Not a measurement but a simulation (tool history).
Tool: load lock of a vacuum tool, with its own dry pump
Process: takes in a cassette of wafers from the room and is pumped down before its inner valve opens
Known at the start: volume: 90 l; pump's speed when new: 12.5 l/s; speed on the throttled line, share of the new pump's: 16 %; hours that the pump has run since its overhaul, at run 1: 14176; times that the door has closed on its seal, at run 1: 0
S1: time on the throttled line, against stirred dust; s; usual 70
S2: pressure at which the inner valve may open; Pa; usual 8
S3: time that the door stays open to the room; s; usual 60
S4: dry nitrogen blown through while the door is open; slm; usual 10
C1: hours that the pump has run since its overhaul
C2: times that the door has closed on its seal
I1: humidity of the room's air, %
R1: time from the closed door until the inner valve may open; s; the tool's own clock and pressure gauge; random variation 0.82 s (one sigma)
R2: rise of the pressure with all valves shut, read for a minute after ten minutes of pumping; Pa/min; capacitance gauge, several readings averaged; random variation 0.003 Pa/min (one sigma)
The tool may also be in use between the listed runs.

{"run": 1, "day": 0.0, "S1": 70, "S2": 8, "S3": 60, "S4": 10, "C1": 14176, "C2": 0, "I1": 46.1, "R1": 129.1, "R2": 0.048}
{"run": 2, "day": 13.554, "S1": 70, "S2": 8, "S3": 60, "S4": 19, "C1": 14502, "C2": 1129, "I1": 47.9, "R1": 127, "R2": 0.04}
{"run": 3, "day": 41.708, "S1": 70, "S2": 8, "S3": 60, "S4": 10, "C1": 15177, "C2": 3475, "I1": 43.9, "R1": 127.3, "R2": 0.044}
{"run": 4, "day": 61.304, "S1": 70, "S2": 8, "S3": 60, "S4": 10, "C1": 15648, "C2": 5108, "I1": 49.9, "R1": 129.2, "R2": 0.052}
{"run": 5, "day": 74.962, "S1": 70, "S2": 8, "S3": 60, "S4": 10, "C1": 15976, "C2": 6245, "I1": 49.2, "R1": 127.6, "R2": 0.045}
{"run": 6, "day": 92.217, "S1": 70, "S2": 8, "S3": 60, "S4": 10, "C1": 16390, "C2": 7683, "I1": 47.7, "R1": 128.3, "R2": 0.048}
{"run": 7, "day": 108.317, "S1": 70, "S2": 8, "S3": 60, "S4": 6, "C1": 16776, "C2": 9024, "I1": 42.3, "R1": 126.7, "R2": 0.042}
{"run": 8, "day": 122.646, "S1": 70, "S2": 8, "S3": 60, "S4": 6, "C1": 17120, "C2": 10218, "I1": 46.5, "R1": 127.9, "R2": 0.047}
{"run": 9, "day": 149.762, "S1": 70, "S2": 8, "S3": 86, "S4": 6, "C1": 17771, "C2": 12477, "I1": 44.1, "R1": 128.4, "R2": 0.052}
{"run": 10, "day": 165.521, "S1": 70, "S2": 8, "S3": 60, "S4": 10, "C1": 18149, "C2": 13790, "I1": 45.2, "R1": 127.2, "R2": 0.044}
{"run": 11, "day": 192.792, "S1": 58, "S2": 8, "S3": 60, "S4": 10, "C1": 18803, "C2": 16062, "I1": 43.7, "R1": 118.4, "R2": 0.041}
{"run": 12, "day": 208.283, "S1": 58, "S2": 8, "S3": 60, "S4": 10, "C1": 19175, "C2": 17352, "I1": 41.5, "R1": 116.4, "R2": 0.042}
{"run": 13, "day": 221.029, "S1": 70, "S2": 8, "S3": 60, "S4": 10, "C1": 19481, "C2": 18414, "I1": 44.1, "R1": 129.2, "R2": 0.04}
{"run": 14, "day": 239.158, "S1": 70, "S2": 8, "S3": 60, "S4": 10, "C1": 19916, "C2": 19924, "I1": 45.6, "R1": 128.9, "R2": 0.043}
{"run": 15, "day": 255.146, "S1": 70, "S2": 8, "S3": 60, "S4": 10, "C1": 20300, "C2": 21257, "I1": 48.8, "R1": 127.1, "R2": 0.045}
{"run": 16, "day": 271.329, "S1": 70, "S2": 8, "S3": 60, "S4": 10, "C1": 20688, "C2": 22605, "I1": 45.2, "R1": 127, "R2": 0.049}
{"run": 17, "day": 294.583, "S1": 70, "S2": 8, "S3": 60, "S4": 10, "C1": 21246, "C2": 24542, "I1": 43.9, "R1": 125.6, "R2": 0.042}
{"run": 18, "day": 322.962, "S1": 70, "S2": 8, "S3": 60, "S4": 10, "C1": 21927, "C2": 26906, "I1": 48.8, "R1": 128.1, "R2": 0.051}
{"day": 336.717, "done": "dry pump taken out, an overhauled one fitted"}
{"run": 19, "day": 344.567, "S1": 81, "S2": 12, "S3": 119, "S4": 11, "C1": 188, "C2": 28685, "I1": 47.5, "R1": 134, "R2": 0.073}
{"run": 20, "day": 367.129, "S1": 70, "S2": 8, "S3": 60, "S4": 10, "C1": 730, "C2": 30565, "I1": 44.2, "R1": 127.1, "R2": 0.05}
{"run": 21, "day": 382.425, "S1": 70, "S2": 8, "S3": 60, "S4": 5, "C1": 1097, "C2": 31839, "I1": 44.9, "R1": 129.2, "R2": 0.055}
{"day": 390.825, "done": "door's seal changed, seat wiped"}
{"run": 22, "day": 410.946, "S1": 70, "S2": 8, "S3": 60, "S4": 5, "C1": 1780, "C2": 1676, "I1": 45, "R1": 127.8, "R2": 0.057}
{"run": 23, "day": 430.779, "S1": 37, "S2": 12, "S3": 60, "S4": 15, "C1": 2256, "C2": 3328, "I1": 47.3, "R1": 97.5, "R2": 0.046}
{"run": 24, "day": 451.758, "S1": 71, "S2": 15, "S3": 217, "S4": 4, "C1": 2759, "C2": 5076, "I1": 43.1, "R1": 125.1, "R2": 0.092}
{"run": 25, "day": 471.262, "S1": 71, "S2": 15, "S3": 217, "S4": 4, "C1": 3228, "C2": 6701, "I1": 45.2, "R1": 124.1, "R2": 0.103}
{"run": 26, "day": 490.021, "S1": 71, "S2": 12, "S3": 176, "S4": 4, "C1": 3678, "C2": 8264, "I1": 42.8, "R1": 125.4, "R2": 0.079}
{"run": 27, "day": 505.862, "S1": 71, "S2": 12, "S3": 176, "S4": 4, "C1": 4058, "C2": 9584, "I1": 44.2, "R1": 125.6, "R2": 0.085}
{"run": 28, "day": 525.388, "S1": 61, "S2": 8, "S3": 60, "S4": 10, "C1": 4527, "C2": 11210, "I1": 45, "R1": 119.5, "R2": 0.041}
{"run": 29, "day": 542.05, "S1": 70, "S2": 15, "S3": 92, "S4": 9, "C1": 4926, "C2": 12598, "I1": 48.4, "R1": 122.1, "R2": 0.063}
{"run": 30, "day": 566.196, "S1": 118, "S2": 13, "S3": 37, "S4": 9, "C1": 5506, "C2": 14610, "I1": 40.6, "R1": 164.3, "R2": 0.034}
{"run": 31, "day": 589.546, "S1": 70, "S2": 8, "S3": 68, "S4": 19, "C1": 6066, "C2": 16555, "I1": 46.9, "R1": 128.5, "R2": 0.037}
{"run": 32, "day": 606.058, "S1": 70, "S2": 8, "S3": 68, "S4": 19, "C1": 6463, "C2": 17931, "I1": 43.6, "R1": 127.7, "R2": 0.047}
{"run": 33, "day": 630.05, "S1": 77, "S2": 6, "S3": 68, "S4": 19, "C1": 7038, "C2": 19929, "I1": 44.8, "R1": 135.1, "R2": 0.035}
{"run": 34, "day": 650.704, "S1": 61, "S2": 10, "S3": 33, "S4": 19, "C1": 7534, "C2": 21650, "I1": 44.9, "R1": 118.5, "R2": 0.028}
{"run": 35, "day": 662.846, "S1": 131, "S2": 10, "S3": 105, "S4": 27, "C1": 7826, "C2": 22662, "I1": 43.4, "R1": 177.1, "R2": 0.042}
{"run": 36, "day": 677.925, "S1": 70, "S2": 8, "S3": 60, "S4": 14, "C1": 8188, "C2": 23918, "I1": 45.7, "R1": 128.1, "R2": 0.044}

5 ways to go on from here, each from the tool as it stands after run 36. What would each give?
{"run": "A", "day": 690.475, "S1": 70, "S2": 10, "S3": 60, "S4": 28, "C1": 8489, "C2": 24963, "I1": 45.1, "R1": "?", "R2": "?"}
{"run": "B", "day": 690.475, "S1": 70, "S2": 9, "S3": 185, "S4": 4, "C1": 8489, "C2": 24963, "I1": 43.3, "R1": "?", "R2": "?"}
{"run": "C", "day": 690.475, "S1": 85, "S2": 13, "S3": 76, "S4": 14, "C1": 8489, "C2": 24963, "I1": 47.5, "R1": "?", "R2": "?"}
{"run": "D", "day": 690.475, "S1": 51, "S2": 10, "S3": 60, "S4": 38, "C1": 8489, "C2": 24963, "I1": 41.5, "R1": "?", "R2": "?"}
{"run": "E", "day": 690.475, "S1": 70, "S2": 8, "S3": 60, "S4": 4, "C1": 8489, "C2": 24963, "I1": 44.2, "R1": "?", "R2": "?"}

run=A R1=127.4 R2=0.039
run=B R1=128.1 R2=0.087
run=C R1=136.6 R2=0.049
run=D R1=110.2 R2=0.022
run=E R1=127.1 R2=0.05
Without the tool's hidden state the same runs would have given:
run=A R1=127.4 R2=0.038
run=B R1=128.1 R2=0.087
run=C R1=136.6 R2=0.049
run=D R1=110.2 R2=0.021
run=E R1=127.1 R2=0.05
